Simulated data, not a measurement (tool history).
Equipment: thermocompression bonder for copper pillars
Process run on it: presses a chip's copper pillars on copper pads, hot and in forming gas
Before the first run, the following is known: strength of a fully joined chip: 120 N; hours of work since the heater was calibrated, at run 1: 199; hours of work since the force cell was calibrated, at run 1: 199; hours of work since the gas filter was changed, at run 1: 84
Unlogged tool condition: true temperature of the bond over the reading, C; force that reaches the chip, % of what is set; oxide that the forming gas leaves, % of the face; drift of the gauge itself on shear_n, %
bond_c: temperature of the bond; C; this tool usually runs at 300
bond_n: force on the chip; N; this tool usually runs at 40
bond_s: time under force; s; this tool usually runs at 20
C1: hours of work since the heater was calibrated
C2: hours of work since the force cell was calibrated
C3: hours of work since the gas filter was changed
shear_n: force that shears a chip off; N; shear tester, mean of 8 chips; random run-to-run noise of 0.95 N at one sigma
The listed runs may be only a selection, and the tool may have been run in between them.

{"run": 1, "hour": 0.0, "bond_c": 300, "bond_n": 40, "bond_s": 20, "C1": 199, "C2": 199, "C3": 84, "shear_n": 76.6}
{"run": 2, "hour": 50.8, "bond_c": 300, "bond_n": 40, "bond_s": 20, "C1": 229, "C2": 229, "C3": 115, "shear_n": 73.2}
{"run": 3, "hour": 93.7, "bond_c": 300, "bond_n": 40, "bond_s": 20, "C1": 255, "C2": 255, "C3": 140, "shear_n": 73.7}
{"run": 4, "hour": 140.8, "bond_c": 300, "bond_n": 28, "bond_s": 20, "C1": 283, "C2": 283, "C3": 169, "shear_n": 59.3}
{"run": 5, "hour": 174.7, "bond_c": 300, "bond_n": 40, "bond_s": 12, "C1": 303, "C2": 303, "C3": 189, "shear_n": 60.7}
{"run": 6, "hour": 198.0, "bond_c": 300, "bond_n": 40, "bond_s": 12, "C1": 317, "C2": 317, "C3": 203, "shear_n": 61.4}
{"run": 7, "hour": 244.2, "bond_c": 300, "bond_n": 40, "bond_s": 12, "C1": 345, "C2": 345, "C3": 231, "shear_n": 58.6}
{"hour": 253.1, "done": "forming gas filter changed"}
{"run": 8, "hour": 275.8, "bond_c": 300, "bond_n": 40, "bond_s": 12, "C1": 363, "C2": 363, "C3": 14, "shear_n": 68.0}
{"run": 9, "hour": 328.3, "bond_c": 285, "bond_n": 40, "bond_s": 20, "C1": 395, "C2": 395, "C3": 45, "shear_n": 67.7}
{"run": 10, "hour": 359.4, "bond_c": 300, "bond_n": 40, "bond_s": 20, "C1": 414, "C2": 414, "C3": 64, "shear_n": 75.4}
{"run": 11, "hour": 382.4, "bond_c": 300, "bond_n": 40, "bond_s": 20, "C1": 427, "C2": 427, "C3": 77, "shear_n": 75.8}
{"run": 12, "hour": 404.6, "bond_c": 300, "bond_n": 40, "bond_s": 20, "C1": 441, "C2": 441, "C3": 91, "shear_n": 75.3}
{"run": 13, "hour": 432.2, "bond_c": 300, "bond_n": 40, "bond_s": 13, "C1": 457, "C2": 457, "C3": 107, "shear_n": 65.4}
{"hour": 438.4, "done": "force cell calibrated"}
{"run": 14, "hour": 472.9, "bond_c": 300, "bond_n": 53, "bond_s": 20, "C1": 481, "C2": 21, "C3": 131, "shear_n": 83.7}
{"run": 15, "hour": 515.3, "bond_c": 300, "bond_n": 53, "bond_s": 20, "C1": 506, "C2": 46, "C3": 156, "shear_n": 81.1}
{"run": 16, "hour": 557.1, "bond_c": 299, "bond_n": 40, "bond_s": 20, "C1": 531, "C2": 71, "C3": 181, "shear_n": 70.0}
{"run": 17, "hour": 582.2, "bond_c": 299, "bond_n": 40, "bond_s": 20, "C1": 546, "C2": 86, "C3": 196, "shear_n": 69.6}
{"run": 18, "hour": 633.2, "bond_c": 320, "bond_n": 40, "bond_s": 10, "C1": 577, "C2": 117, "C3": 227, "shear_n": 64.2}
{"hour": 650.5, "done": "forming gas filter changed"}
{"hour": 655.8, "done": "force cell calibrated, once more"}
{"run": 19, "hour": 663.4, "bond_c": 325, "bond_n": 33, "bond_s": 19, "C1": 594, "C2": 5, "C3": 7, "shear_n": 80.2}
{"run": 20, "hour": 689.5, "bond_c": 325, "bond_n": 33, "bond_s": 19, "C1": 609, "C2": 20, "C3": 22, "shear_n": 79.8}
{"run": 21, "hour": 727.0, "bond_c": 325, "bond_n": 33, "bond_s": 19, "C1": 632, "C2": 43, "C3": 45, "shear_n": 80.2}
{"run": 22, "hour": 752.7, "bond_c": 325, "bond_n": 33, "bond_s": 19, "C1": 647, "C2": 58, "C3": 60, "shear_n": 77.7}
{"run": 23, "hour": 799.2, "bond_c": 299, "bond_n": 29, "bond_s": 19, "C1": 675, "C2": 86, "C3": 88, "shear_n": 58.8}
{"run": 24, "hour": 841.1, "bond_c": 315, "bond_n": 42, "bond_s": 20, "C1": 700, "C2": 111, "C3": 113, "shear_n": 83.1}
{"hour": 885.0, "done": "heater calibrated with a thermocouple chip"}
{"run": 25, "hour": 890.7, "bond_c": 315, "bond_n": 42, "bond_s": 20, "C1": 3, "C2": 139, "C3": 142, "shear_n": 85.5}
{"run": 26, "hour": 927.9, "bond_c": 315, "bond_n": 42, "bond_s": 20, "C1": 26, "C2": 162, "C3": 164, "shear_n": 85.0}
{"run": 27, "hour": 951.7, "bond_c": 317, "bond_n": 40, "bond_s": 47, "C1": 40, "C2": 176, "C3": 178, "shear_n": 96.3}
{"run": 28, "hour": 982.9, "bond_c": 315, "bond_n": 40, "bond_s": 16, "C1": 59, "C2": 195, "C3": 197, "shear_n": 75.5}
{"run": 29, "hour": 1034.4, "bond_c": 315, "bond_n": 40, "bond_s": 16, "C1": 89, "C2": 225, "C3": 228, "shear_n": 74.6}
{"hour": 1049.5, "done": "forming gas filter changed"}
{"run": 30, "hour": 1078.8, "bond_c": 301, "bond_n": 55, "bond_s": 39, "C1": 116, "C2": 252, "C3": 18, "shear_n": 104.0}
{"run": 31, "hour": 1125.4, "bond_c": 325, "bond_n": 40, "bond_s": 20, "C1": 144, "C2": 280, "C3": 45, "shear_n": 92.2}
{"run": 32, "hour": 1153.4, "bond_c": 282, "bond_n": 39, "bond_s": 19, "C1": 160, "C2": 296, "C3": 62, "shear_n": 67.7}
{"run": 33, "hour": 1196.1, "bond_c": 300, "bond_n": 58, "bond_s": 36, "C1": 186, "C2": 322, "C3": 88, "shear_n": 99.6}
{"run": 34, "hour": 1222.5, "bond_c": 318, "bond_n": 40, "bond_s": 20, "C1": 202, "C2": 338, "C3": 104, "shear_n": 84.8}

Each row is a separate what-if for the run after 34, all from the same tool condition, not one after another. Results?
{"run": "A", "hour": 1250.6, "bond_c": 300, "bond_n": 44, "bond_s": 20, "C1": 219, "C2": 355, "C3": 120, "shear_n": "?"}
{"run": "B", "hour": 1250.6, "bond_c": 273, "bond_n": 33, "bond_s": 36, "C1": 219, "C2": 355, "C3": 120, "shear_n": "?"}
{"run": "C", "hour": 1250.6, "bond_c": 294, "bond_n": 40, "bond_s": 41, "C1": 219, "C2": 355, "C3": 120, "shear_n": "?"}
{"run": "D", "hour": 1250.6, "bond_c": 297, "bond_n": 40, "bond_s": 13, "C1": 219, "C2": 355, "C3": 120, "shear_n": "?"}

run=A shear_n=78.2
run=B shear_n=66.1
run=C shear_n=88.0
run=D shear_n=65.0
Had the tool no hidden state, the same runs would have come out as:
run=A shear_n=83.8
run=B shear_n=71.0
run=C shear_n=94.2
run=D shear_n=69.8

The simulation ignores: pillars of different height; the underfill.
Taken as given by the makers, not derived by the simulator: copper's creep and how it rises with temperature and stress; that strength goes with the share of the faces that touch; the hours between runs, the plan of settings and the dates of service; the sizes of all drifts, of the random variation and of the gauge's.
